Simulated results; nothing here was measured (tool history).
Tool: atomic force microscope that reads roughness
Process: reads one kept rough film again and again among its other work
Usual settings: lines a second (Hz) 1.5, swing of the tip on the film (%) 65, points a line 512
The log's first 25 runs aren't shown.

| run | hour | lines a second (Hz) | swing of the tip on the film (%) | points a line | pictures with this tip | hours of work since the height scale was calibrated | roughness of the kept film (nm (root mean square)) |
|---|---|---|---|---|---|---|---|
|  | 437.8 | height scale calibrated on a step standard |
| 26 | 456.8 | 1.66 | 59 | 512 | 154 | 12 | 1.039 |
|  | 466.6 | new tip fitted |
| 27 | 476.4 | 1.66 | 59 | 512 | 21 | 25 | 1.051 |
| 28 | 496.1 | 3.17 | 61 | 512 | 62 | 37 | 1.008 |
| 29 | 519.6 | 3.16 | 65 | 840 | 113 | 53 | 0.983 |
| 30 | 546.3 | 0.85 | 65 | 429 | 169 | 70 | 1.038 |
|  | 548.2 | new tip fitted |
| 31 | 560.7 | 1.5 | 86 | 965 | 27 | 79 | 0.952 |
| 32 | 575.7 | 1.5 | 86 | 965 | 59 | 89 | 0.951 |
|  | 584 | height scale calibrated on a step standard, once more |
| 33 | 597.8 | 1.33 | 65 | 915 | 104 | 9 | 1.024 |
| 34 | 616.1 | 1.5 | 89 | 512 | 143 | 21 | 0.917 |
|  | 630.4 | new tip fitted |
| 35 | 639 | 1.5 | 89 | 512 | 18 | 35 | 0.929 |
| 36 | 664.7 | 1.21 | 56 | 398 | 73 | 52 | 1.049 |
| 37 | 691.5 | 1.21 | 56 | 398 | 130 | 69 | 1.039 |
| 38 | 710 | 0.71 | 56 | 446 | 169 | 81 | 1.047 |
|  | 712.4 | new tip fitted |
| 39 | 738.6 | 0.71 | 56 | 446 | 56 | 100 | 1.06 |
| 40 | 755.7 | 0.71 | 56 | 446 | 92 | 111 | 1.056 |
| 41 | 771.7 | 3.85 | 84 | 452 | 127 | 121 | 0.801 |
| 42 | 785.6 | 1.44 | 87 | 925 | 156 | 130 | 0.93 |
|  | 792.5 | new tip fitted |
| 43 | 800.3 | 1.44 | 63 | 679 | 16 | 139 | 1.038 |
| 44 | 812.2 | 1.44 | 63 | 679 | 42 | 147 | 1.033 |
| 45 | 840 | 1.44 | 63 | 679 | 101 | 165 | 1.027 |
| 46 | 861.7 | 1.44 | 63 | 679 | 147 | 179 | 1.024 |
|  | 873.1 | new tip fitted |
| 47 | 875.2 | 2.4 | 71 | 539 | 5 | 187 | 0.975 |

Forecast each of these 5 alternatives for the next run:
| A | 903.4 | 2.4 | 64 | 471 | 65 | 206 | ? |
| B | 903.4 | 0.51 | 67 | 449 | 65 | 206 | ? |
| C | 903.4 | 2.4 | 71 | 729 | 65 | 206 | ? |
| D | 903.4 | 2.33 | 82 | 803 | 65 | 206 | ? |
| E | 903.4 | 3.98 | 69 | 950 | 65 | 206 | ? |

| run | roughness of the kept film (nm (root mean square)) |
|---|---|
| A | 1.005 |
| B | 1.05 |
| C | 0.974 |
| D | 0.911 |
| E | 0.934 |
Without the tool's hidden state the same runs would have given:
| run | roughness of the kept film (nm (root mean square)) |
|---|---|
| A | 1.011 |
| B | 1.057 |
| C | 0.98 |
| D | 0.917 |
| E | 0.94 |

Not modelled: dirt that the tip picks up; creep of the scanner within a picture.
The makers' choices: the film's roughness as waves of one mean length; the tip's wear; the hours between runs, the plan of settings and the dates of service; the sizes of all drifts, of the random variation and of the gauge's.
